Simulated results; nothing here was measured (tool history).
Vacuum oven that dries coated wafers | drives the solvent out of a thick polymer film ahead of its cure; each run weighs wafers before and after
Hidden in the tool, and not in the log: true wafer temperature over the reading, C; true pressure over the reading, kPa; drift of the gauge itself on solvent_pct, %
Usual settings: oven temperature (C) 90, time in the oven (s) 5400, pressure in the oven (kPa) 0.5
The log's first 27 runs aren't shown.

run,hour,oven temperature (C),time in the oven (s),pressure in the oven (kPa),hours of work since the thermocouples were calibrated,hours of work since the vacuum gauge was cleaned of residue,solvent left in the film (%)
28,559.7,89,5400,0.5,933,951,2.62
29,579,97,5400,1.844,944,963,2.06
30,600.8,91,5640,0.283,957,976,2.12
31,628.7,101,8220,0.29,974,993,0.43
32,655,101,8220,0.29,990,1009,0.38
33,677.6,88,4560,0.29,1003,1022,3.34
34,704.8,102,5400,1.414,1020,1038,1.3
35,734.5,102,5400,1.414,1038,1056,1.32
36,758.6,104,5940,0.702,1052,1071,0.71
37,787.3,104,5940,0.702,1069,1088,0.76
38,806.5,104,5760,0.836,1081,1100,0.83
39,822,88,5940,0.836,1090,1109,2.67

3 ways to go on from here, each from the tool as it stands after run 39. What would each give?
A,851.7,95,7380,0.5,1108,1127,?
B,851.7,94,5940,0.836,1108,1127,?
C,851.7,82,5040,0.569,1108,1127,?

run,solvent left in the film (%)
A,0.98
B,1.76
C,4.26
Without the tool's hidden state the same runs would have given:
run,solvent left in the film (%)
A,0.97
B,1.75
C,4.24

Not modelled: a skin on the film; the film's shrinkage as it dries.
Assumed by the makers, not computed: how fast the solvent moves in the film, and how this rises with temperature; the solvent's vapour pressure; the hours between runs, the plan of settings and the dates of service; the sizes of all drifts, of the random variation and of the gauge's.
